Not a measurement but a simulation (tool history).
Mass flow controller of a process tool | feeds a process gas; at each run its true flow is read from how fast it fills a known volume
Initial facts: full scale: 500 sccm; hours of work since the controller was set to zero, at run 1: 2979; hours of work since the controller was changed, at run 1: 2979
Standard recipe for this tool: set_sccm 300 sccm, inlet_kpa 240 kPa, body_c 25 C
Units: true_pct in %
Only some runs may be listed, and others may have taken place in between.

run,hour,set_sccm,inlet_kpa,body_c,hours of work since the controller was set to zero,hours of work since the controller was changed,true_pct
1,0.0,300,240,25,2979,2979,99.35
2,133.1,300,240,25,3034,3034,99.40
3,273.4,300,240,25,3092,3092,99.46
4,361.9,300,240,25,3128,3128,99.56
5,493.4,172,240,25,3183,3183,99.11
6,654.7,172,240,25,3249,3249,98.94
7,802.2,172,240,25,3310,3310,98.91
8,962.5,172,240,25,3376,3376,99.05
9,1115.6,172,240,25,3439,3439,99.00
10,1272.7,172,240,25,3504,3504,99.14
11,1363.1,106,240,25,3541,3541,98.82
12,1447.5,106,240,25,3576,3576,98.80
13,1574.6,106,240,25,3628,3628,98.76
14,1700.3,106,240,25,3680,3680,98.75
15,1779.6,106,240,27,3712,3712,99.06
16,1944.9,300,240,24,3781,3781,99.42
17,2046.9,300,240,27,3823,3823,99.66
18,2206.5,300,196,27,3888,3888,99.77
19,2284.9,300,246,27,3921,3921,99.66
20,2425.0,416,246,27,3978,3978,100.02
21,2498.2,416,246,27,4008,4008,99.94
22,2600.2,300,222,25,4051,4051,99.31
23,2722.6,300,222,25,4101,4101,99.46
24,2844.5,300,222,25,4151,4151,99.46
25,2931.4,300,222,25,4187,4187,99.50
26,3031.9,482,222,25,4228,4228,100.06
27,3204.5,357,189,36,4299,4299,100.51
28,3346.2,158,216,25,4358,4358,99.05
29,3444.3,88,240,25,4398,4398,98.84
30,3544.8,89,222,37,4440,4440,99.64
31,3639.7,89,222,37,4479,4479,99.76
32,3786.6,89,222,37,4539,4539,99.89
# hour 3866.3: controller's zero set anew
33,3902.3,258,185,28,15,4587,99.50
34,3999.3,132,234,28,55,4627,99.13
35,4124.3,239,240,39,106,4678,100.39
36,4221.5,388,255,39,146,4718,101.01
37,4303.7,150,235,33,180,4752,99.67
38,4468.2,166,267,25,248,4820,99.15
39,4575.2,166,267,25,292,4864,99.10
40,4730.3,166,267,25,356,4928,99.04
41,4888.6,119,240,25,421,4993,98.84
42,5057.8,123,273,27,491,5063,99.12
43,5187.2,300,161,29,544,5116,99.71
44,5290.1,471,152,38,587,5158,100.96
45,5451.9,471,152,38,653,5225,101.04
46,5595.1,471,152,38,712,5284,100.86
47,5686.9,471,193,35,750,5322,100.66
48,5767.9,300,269,38,783,5355,100.51
49,5942.5,94,204,35,855,5427,99.47

4 ways to go on from here, each from the tool as it stands after run 49. What would each give?
A,6016.0,300,188,29,886,5458,?
B,6016.0,155,153,25,886,5458,?
C,6016.0,186,204,20,886,5458,?
D,6016.0,192,252,22,886,5458,?

run,true_pct
A,99.66
B,98.96
C,98.58
D,98.87
What these runs would have given with no unlogged condition in the tool:
run,true_pct
A,99.65
B,98.96
C,98.57
D,98.87

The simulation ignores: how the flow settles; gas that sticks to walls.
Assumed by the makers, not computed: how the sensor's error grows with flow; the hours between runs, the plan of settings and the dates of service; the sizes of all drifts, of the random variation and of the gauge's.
